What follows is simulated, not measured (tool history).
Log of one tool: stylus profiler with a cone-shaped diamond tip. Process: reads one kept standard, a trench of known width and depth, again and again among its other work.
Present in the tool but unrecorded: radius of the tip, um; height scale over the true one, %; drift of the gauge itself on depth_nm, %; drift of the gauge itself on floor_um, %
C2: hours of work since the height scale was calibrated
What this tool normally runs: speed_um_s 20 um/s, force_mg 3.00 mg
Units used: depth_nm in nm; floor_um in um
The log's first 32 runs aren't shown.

run 33 hour=2330.5 | speed_um_s=10 force_mg=1.96 | scans_with_this_tip=14386 C2=562 | depth_nm=101.05 floor_um=27.72
run 34 hour=2418.7 | speed_um_s=10 force_mg=1.96 | scans_with_this_tip=14810 C2=623 | depth_nm=101.18 floor_um=27.77
run 35 hour=2474.5 | speed_um_s=47 force_mg=3.00 | scans_with_this_tip=15078 C2=661 | depth_nm=101.27 floor_um=27.55
run 36 hour=2543.9 | speed_um_s=11 force_mg=1.40 | scans_with_this_tip=15411 C2=709 | depth_nm=100.85 floor_um=27.73
run 37 hour=2622.0 | speed_um_s=9 force_mg=6.35 | scans_with_this_tip=15786 C2=762 | depth_nm=102.26 floor_um=27.70
run 38 hour=2703.8 | speed_um_s=13 force_mg=2.03 | scans_with_this_tip=16179 C2=819 | depth_nm=101.09 floor_um=27.58
run 39 hour=2787.0 | speed_um_s=13 force_mg=2.03 | scans_with_this_tip=16579 C2=876 | depth_nm=101.36 floor_um=27.63
run 40 hour=2853.6 | speed_um_s=13 force_mg=2.03 | scans_with_this_tip=16899 C2=922 | depth_nm=101.21 floor_um=27.65
run 41 hour=2898.9 | speed_um_s=13 force_mg=2.03 | scans_with_this_tip=17116 C2=953 | depth_nm=101.24 floor_um=27.62
-- hour=2952.0 new tip fitted, height scale calibrated
run 42 hour=2952.8 | speed_um_s=6 force_mg=1.76 | scans_with_this_tip=4 C2=1 | depth_nm=100.77 floor_um=28.55
run 43 hour=3020.1 | speed_um_s=24 force_mg=1.55 | scans_with_this_tip=327 C2=47 | depth_nm=100.70 floor_um=28.36
run 44 hour=3064.1 | speed_um_s=20 force_mg=4.31 | scans_with_this_tip=538 C2=77 | depth_nm=101.64 floor_um=28.47
run 45 hour=3107.9 | speed_um_s=20 force_mg=4.31 | scans_with_this_tip=749 C2=107 | depth_nm=101.49 floor_um=28.48
run 46 hour=3161.9 | speed_um_s=10 force_mg=4.28 | scans_with_this_tip=1008 C2=144 | depth_nm=101.42 floor_um=28.48

Alternative continuations, all from the tool just after run 46; predict every row:
run A hour=3227.6 | speed_um_s=31 force_mg=4.16 | scans_with_this_tip=1324 C2=189 | depth_nm=? floor_um=?
run B hour=3227.6 | speed_um_s=5 force_mg=1.09 | scans_with_this_tip=1324 C2=189 | depth_nm=? floor_um=?
run C hour=3227.6 | speed_um_s=69 force_mg=2.90 | scans_with_this_tip=1324 C2=189 | depth_nm=? floor_um=?
run D hour=3227.6 | speed_um_s=24 force_mg=1.13 | scans_with_this_tip=1324 C2=189 | depth_nm=? floor_um=?

run=A depth_nm=101.38 floor_um=28.39
run=B depth_nm=100.64 floor_um=28.48
run=C depth_nm=101.18 floor_um=28.16
run=D depth_nm=100.68 floor_um=28.29
Take away the tool's hidden state, keep each run's random variation, and the runs would have read:
run=A depth_nm=101.34 floor_um=28.47
run=B depth_nm=100.60 floor_um=28.56
run=C depth_nm=101.15 floor_um=28.24
run=D depth_nm=100.64 floor_um=28.37

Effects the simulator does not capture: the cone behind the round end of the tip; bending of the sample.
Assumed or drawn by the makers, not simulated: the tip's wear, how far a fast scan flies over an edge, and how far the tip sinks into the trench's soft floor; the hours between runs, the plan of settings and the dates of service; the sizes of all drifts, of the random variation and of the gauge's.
